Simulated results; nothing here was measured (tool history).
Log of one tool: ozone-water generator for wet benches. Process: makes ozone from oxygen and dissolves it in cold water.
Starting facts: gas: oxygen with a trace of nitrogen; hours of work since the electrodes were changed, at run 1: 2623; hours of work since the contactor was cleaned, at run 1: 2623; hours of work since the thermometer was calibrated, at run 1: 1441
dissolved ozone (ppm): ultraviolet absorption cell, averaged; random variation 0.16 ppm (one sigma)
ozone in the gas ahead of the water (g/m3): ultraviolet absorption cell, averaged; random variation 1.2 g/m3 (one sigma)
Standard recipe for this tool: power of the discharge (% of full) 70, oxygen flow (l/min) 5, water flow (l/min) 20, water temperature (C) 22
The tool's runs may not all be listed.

run	hour	power of the discharge (% of full)	oxygen flow (l/min)	water flow (l/min)	water temperature (C)	hours of work since the electrodes were changed	hours of work since the contactor was cleaned	hours of work since the thermometer was calibrated	dissolved ozone (ppm)	ozone in the gas ahead of the water (g/m3)
1	0	70	5	20	22	2623	2623	1441	19.3	206.3
2	115.6	70	5	20	22	2704	2704	1521	19.2	209.3
3	182	70	5	26	22	2750	2750	1567	15.2	209.1
4	279.7	43	5	20	22	2818	2818	1635	13.2	144.5
5	366.2	43	5	20	22	2878	2878	1695	13.1	142.9
6	422.2	43	5	20	22	2917	2917	1734	13.3	144.1
7	514.1	43	5	20	22	2981	2981	1798	13.2	145.7
8	643.9	92	5	20	22	3071	3071	1889	23.9	255.1
# hour 654.7: contactor cleaned
9	749.5	92	5	20	15	3142	66	1959	25.4	255.7
10	867.3	76	6.83	18	21	3224	148	2041	21.9	185.9
11	1002.9	76	6.83	18	21	3318	242	2135	21.5	188
# hour 1026.9: contactor cleaned, once more
12	1096.7	70	8.53	21	22	3380	49	2198	18.3	156.5

Each row is a separate what-if for the run after 12, all from the same tool condition, not one after another. Results?
A	1166.9	51	8.53	20	22	3429	97	2247	?	?
B	1166.9	47	4.81	21	16	3429	97	2247	?	?
C	1166.9	43	5	20	22	3429	97	2247	?	?

run	dissolved ozone (ppm)	ozone in the gas ahead of the water (g/m3)
A	14.9	122.3
B	14.9	158.1
C	13.4	145.4
Without the tool's unlogged condition, the same runs would have read:
run	dissolved ozone (ppm)	ozone in the gas ahead of the water (g/m3)
A	15.4	125.7
B	15.4	162.1
C	13.8	148.8

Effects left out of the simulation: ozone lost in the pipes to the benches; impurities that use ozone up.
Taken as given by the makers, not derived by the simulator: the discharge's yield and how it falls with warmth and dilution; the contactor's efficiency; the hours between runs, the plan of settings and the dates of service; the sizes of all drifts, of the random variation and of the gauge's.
